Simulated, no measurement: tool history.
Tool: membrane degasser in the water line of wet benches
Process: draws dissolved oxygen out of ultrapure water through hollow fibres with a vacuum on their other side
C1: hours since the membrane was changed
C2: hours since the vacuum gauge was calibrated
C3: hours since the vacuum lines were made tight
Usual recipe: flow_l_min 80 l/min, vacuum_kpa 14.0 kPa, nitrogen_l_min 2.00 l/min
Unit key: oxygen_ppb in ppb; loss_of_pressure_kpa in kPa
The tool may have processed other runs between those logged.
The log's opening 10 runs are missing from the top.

Run 11, hour 1605.8: usual settings but flow_l_min 71 l/min, vacuum_kpa 20.5 kPa; C1 5612; C2 5299; C3 4044. Result: oxygen_ppb 1200.2 ppb, loss_of_pressure_kpa 54.14 kPa.
Run 12, hour 1726.5: usual settings but flow_l_min 50 l/min; C1 5732; C2 5419; C3 4164. Result: oxygen_ppb 610.3 ppb, loss_of_pressure_kpa 38.27 kPa.
Run 13, hour 1926.3: usual settings but flow_l_min 50 l/min; C1 5932; C2 5619; C3 4364. Result: oxygen_ppb 607.5 ppb, loss_of_pressure_kpa 38.30 kPa.
Run 14, hour 2059.4: usual settings but flow_l_min 50 l/min; C1 6065; C2 5752; C3 4497. Result: oxygen_ppb 615.4 ppb, loss_of_pressure_kpa 38.42 kPa.
Run 15, hour 2195.7: usual settings but flow_l_min 50 l/min; C1 6201; C2 5888; C3 4634. Result: oxygen_ppb 618.7 ppb, loss_of_pressure_kpa 38.40 kPa.
Run 16, hour 2321.7: usual settings but flow_l_min 50 l/min; C1 6327; C2 6015; C3 4760. Result: oxygen_ppb 621.4 ppb, loss_of_pressure_kpa 38.49 kPa.
Run 17, hour 2510.4: usual settings but flow_l_min 53 l/min, vacuum_kpa 14.8 kPa, nitrogen_l_min 0.81 l/min; C1 6516; C2 6203; C3 4948. Result: oxygen_ppb 1288.8 ppb, loss_of_pressure_kpa 40.51 kPa.
Run 18, hour 2618.7: usual settings but flow_l_min 57 l/min, vacuum_kpa 21.6 kPa, nitrogen_l_min 1.76 l/min; C1 6624; C2 6311; C3 5057. Result: oxygen_ppb 1175.6 ppb, loss_of_pressure_kpa 43.70 kPa.
Run 19, hour 2755.4: usual settings but flow_l_min 87 l/min, vacuum_kpa 26.3 kPa, nitrogen_l_min 0.85 l/min; C1 6761; C2 6448; C3 5193. Result: oxygen_ppb 2863.0 ppb, loss_of_pressure_kpa 66.85 kPa.
Run 20, hour 2909.0: usual settings but flow_l_min 84 l/min, vacuum_kpa 32.4 kPa, nitrogen_l_min 0.85 l/min; C1 6915; C2 6602; C3 5347. Result: oxygen_ppb 3251.0 ppb, loss_of_pressure_kpa 64.81 kPa.
At hour 2999.7: vacuum gauge calibrated.
Run 21, hour 3097.5: usual settings but vacuum_kpa 32.6 kPa, nitrogen_l_min 4.15 l/min; C1 7103; C2 98; C3 5535. Result: oxygen_ppb 1209.7 ppb, loss_of_pressure_kpa 61.89 kPa.
Run 22, hour 3244.0: usual settings but flow_l_min 60 l/min, vacuum_kpa 24.0 kPa, nitrogen_l_min 2.40 l/min; C1 7249; C2 244; C3 5681. Result: oxygen_ppb 1089.7 ppb, loss_of_pressure_kpa 46.41 kPa.
Run 23, hour 3457.8: usual settings but nitrogen_l_min 1.02 l/min; C1 7463; C2 458; C3 5895. Result: oxygen_ppb 1354.8 ppb, loss_of_pressure_kpa 61.78 kPa.
Run 24, hour 3574.8: usual settings but nitrogen_l_min 1.02 l/min; C1 7580; C2 575; C3 6012. Result: oxygen_ppb 1338.6 ppb, loss_of_pressure_kpa 61.50 kPa.
Run 25, hour 3774.1: usual settings but flow_l_min 73 l/min, vacuum_kpa 9.6 kPa, nitrogen_l_min 3.64 l/min; C1 7779; C2 774; C3 6212. Result: oxygen_ppb 386.0 ppb, loss_of_pressure_kpa 56.04 kPa.
Run 26, hour 3988.3: usual settings but flow_l_min 53 l/min, vacuum_kpa 13.2 kPa, nitrogen_l_min 1.71 l/min; C1 7993; C2 989; C3 6426. Result: oxygen_ppb 677.1 ppb, loss_of_pressure_kpa 40.80 kPa.
Run 27, hour 4079.3: usual settings but flow_l_min 53 l/min, vacuum_kpa 13.2 kPa, nitrogen_l_min 1.71 l/min; C1 8085; C2 1080; C3 6517. Result: oxygen_ppb 672.7 ppb, loss_of_pressure_kpa 40.99 kPa.
Run 28, hour 4270.2: usual settings but flow_l_min 53 l/min, vacuum_kpa 13.2 kPa, nitrogen_l_min 1.71 l/min; C1 8275; C2 1271; C3 6708. Result: oxygen_ppb 673.5 ppb, loss_of_pressure_kpa 40.92 kPa.
Run 29, hour 4418.5: usual settings but flow_l_min 53 l/min, vacuum_kpa 13.2 kPa, nitrogen_l_min 1.71 l/min; C1 8424; C2 1419; C3 6856. Result: oxygen_ppb 674.9 ppb, loss_of_pressure_kpa 41.24 kPa.
Run 30, hour 4618.9: usual settings but flow_l_min 77 l/min, vacuum_kpa 31.3 kPa, nitrogen_l_min 1.33 l/min; C1 8624; C2 1619; C3 7056. Result: oxygen_ppb 2391.1 ppb, loss_of_pressure_kpa 59.67 kPa.
Run 31, hour 4769.5: usual settings but flow_l_min 102 l/min, vacuum_kpa 13.2 kPa; C1 8775; C2 1770; C3 7207. Result: oxygen_ppb 1037.1 ppb, loss_of_pressure_kpa 79.19 kPa.
Run 32, hour 4867.0: usual settings but flow_l_min 103 l/min, vacuum_kpa 13.6 kPa, nitrogen_l_min 2.36 l/min; C1 8872; C2 1867; C3 7304. Result: oxygen_ppb 974.8 ppb, loss_of_pressure_kpa 79.65 kPa.

Predict each of these 3 candidate next runs independently; none follows another, all start after run 32:
Run A, hour 4966.9: usual settings but flow_l_min 103 l/min, vacuum_kpa 20.4 kPa, nitrogen_l_min 5.03 l/min; C1 8972; C2 1967; C3 7404. Result: oxygen_ppb ?, loss_of_pressure_kpa ?.
Run B, hour 4966.9: usual settings but flow_l_min 56 l/min; C1 8972; C2 1967; C3 7404. Result: oxygen_ppb ?, loss_of_pressure_kpa ?.
Run C, hour 4966.9: usual settings but vacuum_kpa 20.1 kPa; C1 8972; C2 1967; C3 7404. Result: oxygen_ppb ?, loss_of_pressure_kpa ?.

run  oxygen_ppb  loss_of_pressure_kpa
  A       870.5                 79.57
  B       678.4                 43.51
  C      1288.3                 61.94
Without the tool's unlogged condition, the same runs would have read:
run  oxygen_ppb  loss_of_pressure_kpa
  A       845.0                 76.51
  B       661.5                 41.84
  C      1268.2                 59.57
